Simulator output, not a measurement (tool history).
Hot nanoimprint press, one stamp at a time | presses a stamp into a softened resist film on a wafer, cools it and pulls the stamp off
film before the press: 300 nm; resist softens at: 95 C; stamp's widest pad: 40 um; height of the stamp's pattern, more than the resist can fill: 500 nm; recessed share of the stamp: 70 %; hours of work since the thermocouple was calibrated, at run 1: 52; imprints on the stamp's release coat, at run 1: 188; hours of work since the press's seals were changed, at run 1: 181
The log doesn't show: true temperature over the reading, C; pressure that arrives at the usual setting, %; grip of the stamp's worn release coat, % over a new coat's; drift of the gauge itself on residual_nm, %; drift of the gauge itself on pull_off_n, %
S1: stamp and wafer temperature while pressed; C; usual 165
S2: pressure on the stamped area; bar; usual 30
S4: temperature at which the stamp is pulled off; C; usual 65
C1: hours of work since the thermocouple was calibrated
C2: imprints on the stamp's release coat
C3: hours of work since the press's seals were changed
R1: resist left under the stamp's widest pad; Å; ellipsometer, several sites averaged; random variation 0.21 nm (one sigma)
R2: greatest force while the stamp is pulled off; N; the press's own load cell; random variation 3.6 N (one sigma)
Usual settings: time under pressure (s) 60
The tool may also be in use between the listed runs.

{"run": 1, "day": 0.0, "S1": 165, "S2": 30, "time under pressure (s)": 60, "S4": 65, "C1": 52, "C2": 188, "C3": 181, "R1": 1632, "R2": 182}
{"run": 2, "day": 0.567, "S1": 165, "S2": 30, "time under pressure (s)": 60, "S4": 65, "C1": 59, "C2": 225, "C3": 189, "R1": 1628, "R2": 189}
{"run": 3, "day": 0.908, "S1": 157, "S2": 30, "time under pressure (s)": 60, "S4": 65, "C1": 64, "C2": 247, "C3": 193, "R1": 2029, "R2": 186}
{"run": 4, "day": 1.596, "S1": 157, "S2": 30, "time under pressure (s)": 60, "S4": 65, "C1": 73, "C2": 291, "C3": 202, "R1": 2026, "R2": 194}
{"run": 5, "day": 2.35, "S1": 165, "S2": 30, "time under pressure (s)": 60, "S4": 65, "C1": 82, "C2": 340, "C3": 212, "R1": 1630, "R2": 198}
{"run": 6, "day": 2.792, "S1": 165, "S2": 44.2, "time under pressure (s)": 60, "S4": 65, "C1": 88, "C2": 368, "C3": 217, "R1": 1345, "R2": 195}
{"run": 7, "day": 3.508, "S1": 165, "S2": 44.2, "time under pressure (s)": 60, "S4": 65, "C1": 97, "C2": 414, "C3": 227, "R1": 1348, "R2": 204}
{"run": 8, "day": 4.046, "S1": 165, "S2": 30, "time under pressure (s)": 56, "S4": 65, "C1": 104, "C2": 449, "C3": 234, "R1": 1661, "R2": 212}
{"run": 9, "day": 4.708, "S1": 165, "S2": 30, "time under pressure (s)": 56, "S4": 65, "C1": 113, "C2": 492, "C3": 242, "R1": 1658, "R2": 214}
{"run": 10, "day": 5.238, "S1": 165, "S2": 30, "time under pressure (s)": 56, "S4": 65, "C1": 119, "C2": 526, "C3": 249, "R1": 1661, "R2": 207}
{"run": 11, "day": 5.912, "S1": 165, "S2": 30, "time under pressure (s)": 37, "S4": 65, "C1": 128, "C2": 569, "C3": 258, "R1": 1877, "R2": 207}
{"run": 12, "day": 6.383, "S1": 165, "S2": 30, "time under pressure (s)": 37, "S4": 65, "C1": 134, "C2": 600, "C3": 264, "R1": 1873, "R2": 213}
{"run": 13, "day": 6.721, "S1": 165, "S2": 30, "time under pressure (s)": 37, "S4": 65, "C1": 139, "C2": 621, "C3": 268, "R1": 1870, "R2": 217}
{"run": 14, "day": 7.238, "S1": 165, "S2": 30, "time under pressure (s)": 37, "S4": 65, "C1": 145, "C2": 655, "C3": 275, "R1": 1869, "R2": 218}
{"run": 15, "day": 7.558, "S1": 165, "S2": 30, "time under pressure (s)": 60, "S4": 65, "C1": 149, "C2": 675, "C3": 279, "R1": 1620, "R2": 221}
{"run": 16, "day": 8.017, "S1": 173, "S2": 30, "time under pressure (s)": 60, "S4": 65, "C1": 155, "C2": 705, "C3": 285, "R1": 1296, "R2": 224}
{"run": 17, "day": 8.7, "S1": 167, "S2": 40, "time under pressure (s)": 79, "S4": 61, "C1": 164, "C2": 749, "C3": 293, "R1": 1202, "R2": 232}
{"run": 18, "day": 9.133, "S1": 165, "S2": 22.7, "time under pressure (s)": 35, "S4": 61, "C1": 170, "C2": 777, "C3": 299, "R1": 2108, "R2": 235}
{"run": 19, "day": 9.829, "S1": 165, "S2": 22.7, "time under pressure (s)": 35, "S4": 61, "C1": 179, "C2": 822, "C3": 308, "R1": 2107, "R2": 233}
{"run": 20, "day": 10.4, "S1": 165, "S2": 31.4, "time under pressure (s)": 40, "S4": 65, "C1": 186, "C2": 859, "C3": 315, "R1": 1794, "R2": 232}
{"run": 21, "day": 10.733, "S1": 154, "S2": 30, "time under pressure (s)": 60, "S4": 54, "C1": 190, "C2": 880, "C3": 320, "R1": 2171, "R2": 245}
{"run": 22, "day": 11.158, "S1": 154, "S2": 30, "time under pressure (s)": 60, "S4": 54, "C1": 196, "C2": 907, "C3": 325, "R1": 2171, "R2": 257}
{"run": 23, "day": 11.488, "S1": 156, "S2": 40.8, "time under pressure (s)": 60, "S4": 65, "C1": 200, "C2": 929, "C3": 329, "R1": 1836, "R2": 241}
{"run": 24, "day": 11.808, "S1": 156, "S2": 40.8, "time under pressure (s)": 60, "S4": 65, "C1": 204, "C2": 949, "C3": 333, "R1": 1838, "R2": 245}
{"run": 25, "day": 12.521, "S1": 156, "S2": 40.8, "time under pressure (s)": 60, "S4": 65, "C1": 213, "C2": 995, "C3": 343, "R1": 1830, "R2": 245}
{"run": 26, "day": 13.096, "S1": 163, "S2": 26.3, "time under pressure (s)": 92, "S4": 58, "C1": 221, "C2": 1032, "C3": 350, "R1": 1587, "R2": 244}
{"run": 27, "day": 13.754, "S1": 163, "S2": 26.3, "time under pressure (s)": 119, "S4": 73, "C1": 229, "C2": 1075, "C3": 358, "R1": 1460, "R2": 239}
{"run": 28, "day": 14.45, "S1": 165, "S2": 21.7, "time under pressure (s)": 60, "S4": 66, "C1": 238, "C2": 1120, "C3": 367, "R1": 1858, "R2": 248}
{"run": 29, "day": 15.029, "S1": 165, "S2": 21.7, "time under pressure (s)": 60, "S4": 66, "C1": 245, "C2": 1157, "C3": 375, "R1": 1860, "R2": 253}
{"run": 30, "day": 15.688, "S1": 165, "S2": 21.7, "time under pressure (s)": 60, "S4": 66, "C1": 254, "C2": 1199, "C3": 383, "R1": 1858, "R2": 252}
{"run": 31, "day": 16.325, "S1": 157, "S2": 30, "time under pressure (s)": 36, "S4": 65, "C1": 262, "C2": 1240, "C3": 391, "R1": 2256, "R2": 265}

The same runs without the tool's hidden state, with the same run-to-run variation:
run=1 R1=1621 R2=170
run=2 R1=1618 R2=175
run=3 R1=2019 R2=170
run=4 R1=2018 R2=175
run=5 R1=1622 R2=176
run=6 R1=1336 R2=171
run=7 R1=1339 R2=176
run=8 R1=1655 R2=181
run=9 R1=1654 R2=181
run=10 R1=1657 R2=172
run=11 R1=1874 R2=171
run=12 R1=1870 R2=174
run=13 R1=1867 R2=176
run=14 R1=1867 R2=175
run=15 R1=1619 R2=176
run=16 R1=1294 R2=177
run=17 R1=1199 R2=181
run=18 R1=2111 R2=182
run=19 R1=2111 R2=178
run=20 R1=1796 R2=175
run=21 R1=2176 R2=184
run=22 R1=2176 R2=191
run=23 R1=1838 R2=178
run=24 R1=1841 R2=180
run=25 R1=1833 R2=178
run=26 R1=1594 R2=174
run=27 R1=1468 R2=169
run=28 R1=1869 R2=173
run=29 R1=1871 R2=175
run=30 R1=1870 R2=172
run=31 R1=2267 R2=179
